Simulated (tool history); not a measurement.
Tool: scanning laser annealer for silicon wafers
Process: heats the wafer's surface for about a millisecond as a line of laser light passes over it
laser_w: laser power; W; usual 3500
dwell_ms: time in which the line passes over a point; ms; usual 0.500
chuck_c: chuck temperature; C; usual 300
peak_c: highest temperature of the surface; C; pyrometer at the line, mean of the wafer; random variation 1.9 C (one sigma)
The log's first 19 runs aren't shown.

run    hour  laser_w  dwell_ms  chuck_c  hours of work since the window was cleaned  hours of work since the power meter was calibrated  hours of work since the optics were aligned  peak_c
 20   787.1     3106     0.500      279                                         520                                                1254                                          378     961
      794.6  -- window over the wafer cleaned
 21   819.5     3685     0.521      279                                          18                                                1276                                          400    1166
 22   866.9     3185     0.519      289                                          52                                                1310                                          434    1027
 23   922.5     3145     0.434      308                                          93                                                1351                                          474     972
 24   973.8     3400     0.595      269                                         130                                                1388                                          511    1117
 25  1017.8     3562     0.595      269                                         162                                                1420                                          543    1171
 26  1048.7     3562     0.595      269                                         184                                                1442                                          566    1169
 27  1103.9     3562     0.595      269                                         224                                                1482                                          605    1168
 28  1127.7     3562     0.595      269                                         241                                                1499                                          623    1159
 29  1161.0     3807     0.500      300                                         265                                                1523                                          647    1194
 30  1214.7     3226     0.393      271                                         304                                                1562                                          686     916
 31  1256.1     3500     0.558      300                                         334                                                1592                                          716    1145
 32  1282.0     3500     0.503      294                                         353                                                1611                                          734    1092
 33  1322.4     3088     0.500      330                                         382                                                1640                                          764    1015
 34  1346.5     3211     0.414      330                                         400                                                1658                                          781     982
 35  1376.8     3500     0.500      296                                         422                                                1680                                          803    1096
 36  1421.8     3500     0.493      316                                         454                                                1712                                          836    1107
 37  1460.1     3295     0.500      305                                         482                                                1740                                          863    1043
 38  1501.7     3363     0.580      300                                         512                                                1770                                          894    1108

Forecast each of these 5 alternatives for the next run:
     1519.6  -- window over the wafer cleaned
  A  1541.6     3247     0.353      314                                          16                                                1798                                          921       ?
     1519.6  -- window over the wafer cleaned
  B  1541.6     3500     0.515      305                                          16                                                1798                                          921       ?
     1519.6  -- window over the wafer cleaned
  C  1541.6     3500     0.581      300                                          16                                                1798                                          921       ?
     1519.6  -- window over the wafer cleaned
  D  1541.6     3489     0.580      338                                          16                                                1798                                          921       ?
     1519.6  -- window over the wafer cleaned
  E  1541.6     3738     0.500      300                                          16                                                1798                                          921       ?

run  peak_c
  A     937
  B    1125
  C    1173
  D    1203
  E    1178
Without the tool's hidden state the same runs would have given:
run  peak_c
  A     937
  B    1125
  C    1173
  D    1203
  E    1178
